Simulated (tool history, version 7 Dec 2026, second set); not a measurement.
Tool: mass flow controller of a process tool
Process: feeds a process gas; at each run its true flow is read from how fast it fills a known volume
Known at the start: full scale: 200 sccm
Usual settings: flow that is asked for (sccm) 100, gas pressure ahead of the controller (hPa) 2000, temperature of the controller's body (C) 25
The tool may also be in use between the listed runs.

run	hour	flow that is asked for (sccm)	gas pressure ahead of the controller (hPa)	temperature of the controller's body (C)	true flow (%)
1	0.0	100	2000	25	99.42
2	115.5	100	2000	32	100.02
3	179.1	100	2000	32	99.92
4	240.6	100	2000	32	100.14
5	343.3	100	1750	25	99.76
6	456.0	100	1750	25	99.64
7	527.3	100	1750	25	99.66
8	590.7	100	1750	25	99.75
9	692.3	100	1750	25	99.71
10	800.5	100	2000	29	99.86
11	923.0	100	2000	29	99.86
12	977.6	100	1710	29	99.97
13	1095.4	100	1710	29	99.97
14	1208.6	178	1850	35	100.49
15	1279.0	100	2580	30	99.73
16	1369.9	119	1610	25	99.88
17	1451.7	33	2000	32	99.82
18	1550.8	68	2520	28	99.49
19	1662.8	68	2520	28	99.44
20	1786.7	68	2520	28	99.47
21	1883.1	68	2520	28	99.51
22	1986.0	114	2520	39	100.18
23	2060.3	114	2520	39	100.29
24	2150.4	78	1670	25	99.57
25	2205.5	78	1670	25	99.68
26	2284.0	78	1670	33	100.00

3 ways to go on from here, each from the tool as it stands after run 26. What would each give?
A	2345.2	43	1730	25	?
B	2345.2	78	1670	36	?
C	2345.2	100	2000	30	?

run	true flow (%)
A	99.56
B	100.23
C	99.84
Without the tool's hidden state the same runs would have given:
run	true flow (%)
A	99.57
B	100.24
C	99.85

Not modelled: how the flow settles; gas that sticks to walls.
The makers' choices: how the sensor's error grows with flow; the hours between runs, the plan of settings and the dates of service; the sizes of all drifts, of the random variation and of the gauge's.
